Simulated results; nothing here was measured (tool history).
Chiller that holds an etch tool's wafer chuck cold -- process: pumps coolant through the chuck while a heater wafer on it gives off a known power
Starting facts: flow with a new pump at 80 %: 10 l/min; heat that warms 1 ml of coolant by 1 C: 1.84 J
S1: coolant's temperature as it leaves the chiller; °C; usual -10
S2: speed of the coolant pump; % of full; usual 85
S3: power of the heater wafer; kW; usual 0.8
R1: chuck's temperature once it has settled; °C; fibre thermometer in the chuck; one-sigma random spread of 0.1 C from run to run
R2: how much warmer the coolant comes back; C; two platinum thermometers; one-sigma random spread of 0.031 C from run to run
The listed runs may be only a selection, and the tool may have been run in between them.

run	hour	S1	S2	S3	R1	R2
1	0	-10	85	0.8	-0.6	2.45
2	52.3	-10	85	0.8	-0.4	2.44
3	115.1	-10	85	0.8	-0.5	2.47
4	178.5	-10	71	0.8	1.1	2.96
5	217.8	-10	71	0.8	1.1	2.95
6	262.9	-10	71	0.8	1.2	2.96
7	329.4	-10	85	0.885	0.6	2.74
8	388.2	-10	85	0.885	0.7	2.79
9	420.2	-10	85	0.885	0.7	2.73
10	491.1	-10	85	0.885	0.7	2.76
11	542	-10	85	0.885	0.8	2.73
12	588.3	-10	85	0.885	0.7	2.76
13	643.9	-10	85	0.885	0.8	2.74
14	699.2	-10	85	0.885	0.8	2.76
15	742.4	-1	85	0.885	9.8	2.78
16	779	-1	85	0.885	9.8	2.76
17	821.9	-3	81	0.717	6.1	2.38
18	884.9	-14	71	0.717	-3.9	2.69
19	957	-16	71	0.717	-5.6	2.64
20	1006.8	-16	71	0.717	-6	2.66
21	1037.1	-16	71	0.717	-5.9	2.68
22	1078	-9	78	0.726	0.8	2.45
23	1132.1	-9	78	0.726	0.7	2.61
24	1172.4	-9	90	0.646	-1.4	1.92
25	1218.1	-19	85	0.8	-9.1	2.5
26	1283	-17	90	0.8	-7.5	2.39
27	1327.4	-10	74	0.8	1.4	2.91
28	1369.1	-10	74	0.8	1.3	2.86
29	1423.2	-8	85	0.593	-0.6	1.93
30	1477.9	-19	69	0.512	-11.4	2.02

Not shown: 2 entries that the log had between the listed runs. Between which runs, and how does the tool's hidden state differ before and after?
From run 10 to run 11: chiller's thermometer calibrated (hour 497)
  heat passed by the chuck's channels, % of clean ones': 97 -> 96.9; flow at a given pump speed, % of a new pump's: 99.2 -> 99.1; coolant's true temperature over the reading, C: -0.1 -> -0.14
  the result without the hidden state subtracted from the measured one, R1: +0.3 -> +0.2 °C; R2: +0.03 -> +0.02 C
From run 16 to run 17: chiller's thermometer calibrated, once more (hour 791.8)
  heat passed by the chuck's channels, % of clean ones': 96.2 -> 96.1; flow at a given pump speed, % of a new pump's: 98.7 -> 98.6; coolant's true temperature over the reading, C: -0.16 -> -0.08
  the result without the hidden state subtracted from the measured one, R1: +0.3 -> +0.3 °C; R2: +0.04 -> +0.04 C
